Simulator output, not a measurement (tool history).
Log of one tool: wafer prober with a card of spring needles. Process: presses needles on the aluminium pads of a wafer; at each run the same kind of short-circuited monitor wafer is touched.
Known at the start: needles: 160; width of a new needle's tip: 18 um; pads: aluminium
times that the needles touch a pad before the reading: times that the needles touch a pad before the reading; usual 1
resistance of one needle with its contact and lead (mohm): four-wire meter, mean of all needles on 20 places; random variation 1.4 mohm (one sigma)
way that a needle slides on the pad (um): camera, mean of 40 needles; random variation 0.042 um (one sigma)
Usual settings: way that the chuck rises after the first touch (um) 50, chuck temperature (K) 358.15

run   hour  way that the chuck rises after the first touch (um)  chuck temperature (K)  times that the needles touch a pad before the reading  resistance of one needle with its contact and lead (mohm)  way that a needle slides on the pad (um)
  1    0.0                                                   50                 358.15                                                      1                                                        220                                      8.38
       5.1  -- tips cleaned on abrasive film
      13.4  -- tips cleaned on abrasive film
      21.7  -- tips cleaned on abrasive film
  2   22.5                                                   50                 358.15                                                      1                                                        217                                      8.28
      29.0  -- tips cleaned on abrasive film
      37.3  -- tips cleaned on abrasive film
      44.9  -- tips cleaned on abrasive film
  3   44.9                                                   50                 358.15                                                      1                                                        219                                      8.27
      53.0  -- tips cleaned on abrasive film
      61.2  -- tips cleaned on abrasive film
  4   62.3                                                   38                 358.15                                                      1                                                        224                                      6.15
      69.0  -- tips cleaned on abrasive film
      77.6  -- tips cleaned on abrasive film
      85.7  -- tips cleaned on abrasive film
  5   90.9                                                   38                 358.15                                                      1                                                        232                                      6.10
      94.1  -- tips cleaned on abrasive film
     102.1  -- tips cleaned on abrasive film
     110.7  -- tips cleaned on abrasive film
  6  112.3                                                   38                 358.15                                                      1                                                        227                                      6.12
     118.4  -- tips cleaned on abrasive film
     126.4  -- tips cleaned on abrasive film
  7  126.4                                                   38                 358.15                                                      1                                                        224                                      6.14
     134.5  -- tips cleaned on abrasive film
  8  140.8                                                   50                 358.15                                                      1                                                        226                                      8.06
     142.6  -- tips cleaned on abrasive film
     149.6  -- tips cleaned on abrasive film
     157.7  -- tips cleaned on abrasive film
  9  164.4                                                   50                 358.15                                                      1                                                        225                                      8.00
     166.2  -- tips cleaned on abrasive film
     174.7  -- tips cleaned on abrasive film
     176.7  -- height of the first contact set anew
     182.9  -- tips cleaned on abrasive film
 10  182.9                                                   50                 358.15                                                      1                                                        216                                      8.39
     191.6  -- tips cleaned on abrasive film
 11  195.8                                                   50                 358.15                                                      1                                                        221                                      8.45
     199.1  -- tips cleaned on abrasive film
     207.5  -- tips cleaned on abrasive film
     216.2  -- tips cleaned on abrasive film
 12  220.6                                                   50                 358.15                                                      1                                                        222                                      8.35
     224.2  -- tips cleaned on abrasive film
     232.2  -- tips cleaned on abrasive film
 13  237.9                                                   50                 358.15                                                      1                                                        222                                      8.35
     239.7  -- tips cleaned on abrasive film
     248.0  -- tips cleaned on abrasive film
 14  253.9                                                   50                 358.15                                                      1                                                        226                                      8.22
     255.7  -- tips cleaned on abrasive film
     264.1  -- tips cleaned on abrasive film
 15  270.6                                                   50                 358.15                                                      1                                                        226                                      8.27
     272.5  -- tips cleaned on abrasive film
     281.1  -- tips cleaned on abrasive film
     288.9  -- tips cleaned on abrasive film
     297.1  -- tips cleaned on abrasive film
 16  298.5                                                   50                 304.15                                                      1                                                        209                                      8.20
     305.4  -- tips cleaned on abrasive film
     314.0  -- tips cleaned on abrasive film
 17  314.4                                                   50                 304.15                                                      1                                                        209                                      8.12
     322.0  -- tips cleaned on abrasive film
     330.5  -- tips cleaned on abrasive film
 18  333.7                                                   47                 347.15                                                      3                                                        217                                      7.64
     338.4  -- tips cleaned on abrasive film
     346.8  -- tips cleaned on abrasive film
 19  352.3                                                   47                 347.15                                                      2                                                        221                                      7.58
     354.2  -- tips cleaned on abrasive film
     362.7  -- tips cleaned on abrasive film
 20  364.7                                                   47                 347.15                                                      2                                                        221                                      7.50
     369.8  -- tips cleaned on abrasive film
     377.5  -- tips cleaned on abrasive film
     389.5  -- card fitted with new needles
 21  389.5                                                   47                 347.15                                                      2                                                        214                                      7.93
     397.7  -- tips cleaned on abrasive film
     405.8  -- tips cleaned on abrasive film
 22  408.5                                                   60                 343.15                                                      1                                                        209                                     10.15
     413.0  -- tips cleaned on abrasive film
     421.6  -- tips cleaned on abrasive film
     428.6  -- tips cleaned on abrasive film
 23  428.6                                                   60                 396.15                                                      1                                                        221                                     10.04
     436.1  -- tips cleaned on abrasive film
     443.1  -- tips cleaned on abrasive film
     451.4  -- tips cleaned on abrasive film
 24  457.0                                                   60                 396.15                                                      1                                                        225                                      9.91
     458.8  -- tips cleaned on abrasive film
     465.7  -- tips cleaned on abrasive film
     473.4  -- tips cleaned on abrasive film
 25  479.8                                                   65                 310.15                                                      2                                                        203                                     10.85
     481.5  -- tips cleaned on abrasive film
     488.4  -- tips cleaned on abrasive film
     496.5  -- tips cleaned on abrasive film
     504.9  -- tips cleaned on abrasive film
 26  507.1                                                   39                 342.15                                                      1                                                        217                                      6.35
     513.2  -- tips cleaned on abrasive film
     521.7  -- tips cleaned on abrasive film
     529.9  -- tips cleaned on abrasive film
 27  531.3                                                   63                 303.15                                                      2                                                        200                                     10.34
     537.8  -- tips cleaned on abrasive film
     545.7  -- tips cleaned on abrasive film
     553.8  -- tips cleaned on abrasive film
 28  554.1                                                   30                 358.15                                                      1                                                        226                                      4.65
     561.1  -- tips cleaned on abrasive film
     569.7  -- tips cleaned on abrasive film
 29  573.2                                                   33                 358.15                                                      3                                                        226                                      5.20

Some steps in resistance of one needle with its contact and lead (mohm) between neighbouring runs. How much of each would the tool show without its hidden state too (settings, what came in, random variation), and how much is left for the hidden state, with any gauge scatter that isn't in both results?
The hidden state here: debris on the tips, nm; way that the needles fall short of the set height, um; tips' diameter, um; drift of the gauge itself on contact_mohm, %; drift of the gauge itself on scrub_um, %.
Run 9 -> 10: tips cleaned on abrasive film, tips cleaned on abrasive film, height of the first contact set anew, tips cleaned on abrasive film. resistance of one needle with its contact and lead (mohm) -9: hidden state -9, all else +0.
Run 20 -> 21: tips cleaned on abrasive film, tips cleaned on abrasive film, card fitted with new needles. resistance of one needle with its contact and lead (mohm) -7: hidden state -7, all else +0.
Run 24 -> 25: way that the chuck rises after the first touch (um) 60 -> 65, chuck temperature (K) 396.15 -> 310.15, times that the needles touch a pad before the reading 1 -> 2, tips cleaned on abrasive film, tips cleaned on abrasive film, tips cleaned on abrasive film. resistance of one needle with its contact and lead (mohm) -22: hidden state -1, all else -21.
Run 27 -> 28: way that the chuck rises after the first touch (um) 63 -> 30, chuck temperature (K) 303.15 -> 358.15, times that the needles touch a pad before the reading 2 -> 1, tips cleaned on abrasive film, tips cleaned on abrasive film, tips cleaned on abrasive film. resistance of one needle with its contact and lead (mohm) +26: hidden state +4, all else +22.

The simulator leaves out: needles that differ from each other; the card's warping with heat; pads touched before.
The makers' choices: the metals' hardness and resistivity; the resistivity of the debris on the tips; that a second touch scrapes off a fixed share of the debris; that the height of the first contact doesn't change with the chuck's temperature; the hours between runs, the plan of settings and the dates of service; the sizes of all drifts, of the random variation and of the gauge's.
